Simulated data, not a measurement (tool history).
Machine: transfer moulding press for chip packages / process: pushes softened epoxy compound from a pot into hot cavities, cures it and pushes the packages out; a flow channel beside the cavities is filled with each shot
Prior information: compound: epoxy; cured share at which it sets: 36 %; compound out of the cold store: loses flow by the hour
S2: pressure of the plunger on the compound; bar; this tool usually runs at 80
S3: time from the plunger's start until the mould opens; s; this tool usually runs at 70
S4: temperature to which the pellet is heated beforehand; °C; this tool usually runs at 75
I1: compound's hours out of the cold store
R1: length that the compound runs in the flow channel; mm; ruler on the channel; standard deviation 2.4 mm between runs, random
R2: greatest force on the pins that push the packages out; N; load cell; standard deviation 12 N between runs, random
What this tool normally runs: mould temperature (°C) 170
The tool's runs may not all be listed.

run 1 day=0 | mould_temperature_(°C)=170 S2=80 S3=70 S4=75 | I1=26.2 | R1=560 R2=658
run 2 day=1.083 | mould_temperature_(°C)=170 S2=80 S3=70 S4=68 | I1=30.6 | R1=546 R2=824
run 3 day=2.792 | mould_temperature_(°C)=170 S2=80 S3=70 S4=75 | I1=27.6 | R1=554 R2=993
run 4 day=4.029 | mould_temperature_(°C)=170 S2=80 S3=104 S4=75 | I1=18.1 | R1=566 R2=562
run 5 day=4.767 | mould_temperature_(°C)=170 S2=69.6 S3=70 S4=75 | I1=22 | R1=521 R2=753
run 6 day=5.496 | mould_temperature_(°C)=170 S2=69.6 S3=70 S4=75 | I1=32.2 | R1=503 R2=836
run 7 day=6.871 | mould_temperature_(°C)=170 S2=80 S3=70 S4=75 | I1=15 | R1=571 R2=954
run 8 day=7.862 | mould_temperature_(°C)=170 S2=80 S3=70 S4=75 | I1=25 | R1=548 R2=670
run 9 day=8.754 | mould_temperature_(°C)=170 S2=80 S3=70 S4=75 | I1=24.9 | R1=549 R2=767
run 10 day=9.954 | mould_temperature_(°C)=170 S2=80 S3=70 S4=75 | I1=33.2 | R1=533 R2=873
run 11 day=10.946 | mould_temperature_(°C)=170 S2=80 S3=70 S4=75 | I1=16.9 | R1=559 R2=955
run 12 day=11.95 | mould_temperature_(°C)=170 S2=80 S3=70 S4=75 | I1=32.3 | R1=532 R2=628
run 13 day=13.142 | mould_temperature_(°C)=170 S2=80 S3=70 S4=75 | I1=47 | R1=498 R2=764
run 14 day=14.629 | mould_temperature_(°C)=170 S2=80 S3=70 S4=75 | I1=13.6 | R1=558 R2=929
run 15 day=15.646 | mould_temperature_(°C)=170 S2=80 S3=70 S4=78 | I1=26.2 | R1=535 R2=577
run 16 day=16.408 | mould_temperature_(°C)=171 S2=63.4 S3=70 S4=75 | I1=45.4 | R1=445 R2=693
run 17 day=17.183 | mould_temperature_(°C)=164 S2=63.4 S3=70 S4=75 | I1=34.4 | R1=471 R2=1094
run 18 day=18.792 | mould_temperature_(°C)=166 S2=61.4 S3=54 S4=73 | I1=37.5 | R1=453 R2=2041
run 19 day=19.808 | mould_temperature_(°C)=170 S2=69.6 S3=70 S4=71 | I1=19.6 | R1=506 R2=631
run 20 day=21.083 | mould_temperature_(°C)=171 S2=73.9 S3=70 S4=75 | I1=20.7 | R1=513 R2=768
run 21 day=22.35 | mould_temperature_(°C)=170 S2=93.6 S3=92 S4=75 | I1=32.1 | R1=558 R2=754
run 22 day=23.408 | mould_temperature_(°C)=170 S2=68.7 S3=81 S4=67 | I1=28.9 | R1=509 R2=849
run 23 day=25.058 | mould_temperature_(°C)=170 S2=68.7 S3=81 S4=67 | I1=13.6 | R1=536 R2=694
run 24 day=25.817 | mould_temperature_(°C)=170 S2=70.9 S3=81 S4=81 | I1=45.2 | R1=487 R2=715
run 25 day=27.033 | mould_temperature_(°C)=170 S2=70.9 S3=81 S4=81 | I1=15.8 | R1=530 R2=817
run 26 day=28.425 | mould_temperature_(°C)=162 S2=80 S3=63 S4=75 | I1=34.7 | R1=551 R2=1340
run 27 day=29.271 | mould_temperature_(°C)=170 S2=63.2 S3=106 S4=85 | I1=15.5 | R1=510 R2=638
run 28 day=30.338 | mould_temperature_(°C)=170 S2=63.2 S3=106 S4=85 | I1=18.2 | R1=501 R2=759

Between the runs listed above, the log contained 8 entries, not reproduced here. Where in the sequence does each belong, and how does what the log doesn't record of the tool's condition differ from the listed run before to the listed run after?
Runs 3 to 4: cavities cleaned with cleaning compound and waxed (day 3.3)
  true mould temperature over the reading, C: 0.09 -> 0.1; pressure that reaches the compound, % of what is set: 98.14 -> 97.57; grip of the stained cavities, % over clean ones': 75.4 -> 24.6
  measured value less the no-hidden-state value, R1: -5 -> -7 mm; R2: +424 -> +111 N
Runs 7 to 8: cavities cleaned with cleaning compound and waxed (day 7.312)
  true mould temperature over the reading, C: 0.14 -> 0.15; pressure that reaches the compound, % of what is set: 96.27 -> 95.85; grip of the stained cavities, % over clean ones': 76.8 -> 20.2
  measured value less the no-hidden-state value, R1: -11 -> -12 mm; R2: +413 -> +110 N
Runs 11 to 12: cavities cleaned with cleaning compound and waxed (day 11.35)
  true mould temperature over the reading, C: 0.19 -> 0.2; pressure that reaches the compound, % of what is set: 94.24 -> 93.76; grip of the stained cavities, % over clean ones': 75.9 -> 19.8
  measured value less the no-hidden-state value, R1: -18 -> -18 mm; R2: +409 -> +100 N
Runs 14 to 15: cavities cleaned with cleaning compound and waxed (day 15.425)
  true mould temperature over the reading, C: 0.24 -> 0.25; pressure that reaches the compound, % of what is set: 92.52 -> 92.06; grip of the stained cavities, % over clean ones': 72.8 -> 9.3
  measured value less the no-hidden-state value, R1: -23 -> -23 mm; R2: +386 -> +44 N
Runs 18 to 19: cavities cleaned with cleaning compound and waxed (day 19.412)
  true mould temperature over the reading, C: 0.29 -> 0.3; pressure that reaches the compound, % of what is set: 90.55 -> 90.1; grip of the stained cavities, % over clean ones': 74.7 -> 14.6
  measured value less the no-hidden-state value, R1: -23 -> -28 mm; R2: +850 -> +73 N
Runs 21 to 22: plunger's sealing rings changed (day 22.717)
  true mould temperature over the reading, C: 0.33 -> 0.35; pressure that reaches the compound, % of what is set: 88.83 -> 99.61; grip of the stained cavities, % over clean ones': 67.1 -> 79.4
  measured value less the no-hidden-state value, R1: -35 -> -1 mm; R2: +303 -> +376 N
Runs 22 to 23: cavities cleaned with cleaning compound and waxed (day 23.562)
  true mould temperature over the reading, C: 0.35 -> 0.36; pressure that reaches the compound, % of what is set: 99.61 -> 98.76; grip of the stained cavities, % over clean ones': 79.4 -> 40.5
  measured value less the no-hidden-state value, R1: -1 -> -4 mm; R2: +376 -> +197 N
Runs 25 to 26: cavities cleaned with cleaning compound and waxed (day 27.546)
  true mould temperature over the reading, C: 0.39 -> 0.41; pressure that reaches the compound, % of what is set: 97.83 -> 97.21; grip of the stained cavities, % over clean ones': 73 -> 26.7
  measured value less the no-hidden-state value, R1: -7 -> -9 mm; R2: +340 -> +253 N
